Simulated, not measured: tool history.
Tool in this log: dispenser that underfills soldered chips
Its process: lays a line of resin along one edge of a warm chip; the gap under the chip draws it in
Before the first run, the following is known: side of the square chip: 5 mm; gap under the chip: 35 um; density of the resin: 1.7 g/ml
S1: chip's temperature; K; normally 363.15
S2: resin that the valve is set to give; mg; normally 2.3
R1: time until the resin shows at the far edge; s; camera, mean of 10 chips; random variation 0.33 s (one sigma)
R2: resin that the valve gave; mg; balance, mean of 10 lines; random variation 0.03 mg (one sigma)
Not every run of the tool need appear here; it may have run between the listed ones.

run,day,S1,S2,R1,R2
1,0,363.15,2.3,16.3,2.13
2,0.271,354.15,2.3,31.7,2.13
# day 0.379: new syringe of resin
# day 0.838: new syringe of resin
3,0.933,354.15,2.3,23.2,2.06
# day 1.3: new syringe of resin
4,1.354,354.15,2.3,22.9,2.13
# day 1.742: new syringe of resin
5,1.817,354.15,2.3,22.9,2.07
# day 2: dispensing valve cleaned and set on the balance
# day 2.208: new syringe of resin
6,2.508,354.15,2.13,28.6,2.15
# day 2.662: new syringe of resin
# day 3.092: new syringe of resin
7,3.171,364.15,2.3,16.4,2.22
# day 3.542: new syringe of resin
8,3.742,363.15,2.3,18.9,2.19
# day 3.971: new syringe of resin
9,4.225,363.15,2.3,21.4,2.25
# day 4.396: new syringe of resin
10,4.596,363.15,2.3,19.9,2.23
# day 4.825: new syringe of resin
11,5.017,363.15,2.62,18.6,2.56
# day 5.292: new syringe of resin
12,5.642,363.15,2.62,23.4,2.45
# day 5.754: new syringe of resin
13,6,372.15,2.62,15.5,2.44
# day 6.217: new syringe of resin
14,6.554,357.15,2.3,27.8,2.15
# day 6.642: new syringe of resin
# day 7.104: new syringe of resin
15,7.2,357.15,2.3,20.6,2.14
# day 7.546: new syringe of resin
16,7.638,357.15,2.3,21.3,2.08
# day 8.017: new syringe of resin
17,8.258,357.15,2.3,26.5,2.1
# day 8.471: new syringe of resin
18,8.638,357.15,2.3,24,2.15
# day 8.908: new syringe of resin
19,9.221,367.15,2.05,20.8,1.83
# day 9.346: new syringe of resin
# day 9.767: dispensing valve cleaned and set on the balance
# day 9.821: new syringe of resin
20,9.829,367.15,2.6,13,2.62
21,10.1,368.15,2.65,18.2,2.67
# day 10.262: new syringe of resin
# day 10.7: new syringe of resin
22,10.754,351.15,2.65,24.8,2.59
23,11.017,368.15,2.3,18.9,2.28
# day 11.158: new syringe of resin
# day 11.596: new syringe of resin
24,11.633,370.15,2.3,12.9,2.26
# day 12.033: new syringe of resin
25,12.092,359.15,2.78,19,2.72
# day 12.462: new syringe of resin
26,12.6,374.15,2.72,13.1,2.61
# day 12.904: new syringe of resin
27,12.929,368.15,2.49,13.4,2.39
28,13.221,350.15,2.15,36.5,2.05
# day 13.354: new syringe of resin
29,13.667,362.15,2.9,23.1,2.76
# day 13.788: new syringe of resin
30,13.996,362.15,2.9,20.7,2.78
# day 14.233: new syringe of resin
31,14.483,352.15,2.74,31.1,2.58
# day 14.671: new syringe of resin
32,14.804,350.15,2.15,30.1,1.99
# day 15.133: new syringe of resin
33,15.133,350.15,2.15,24.9,2.02
34,15.529,370.15,2.47,19.3,2.22

4 options for the next run, each taken on its own from the tool as it stands now. Forecast them:
# day 15.583: new syringe of resin
A,15.892,349.15,2.66,?,?
# day 15.583: new syringe of resin
B,15.892,355.15,2.49,?,?
# day 15.583: new syringe of resin
C,15.892,364.15,2.36,?,?
# day 15.583: new syringe of resin
D,15.892,352.15,2.45,?,?

run,R1,R2
A,37.3,2.45
B,29.9,2.31
C,22.1,2.18
D,33.2,2.3
Without the tool's unlogged condition, the same runs would have read:
run,R1,R2
A,22.1,2.65
B,17.6,2.51
C,13,2.36
D,19.4,2.49
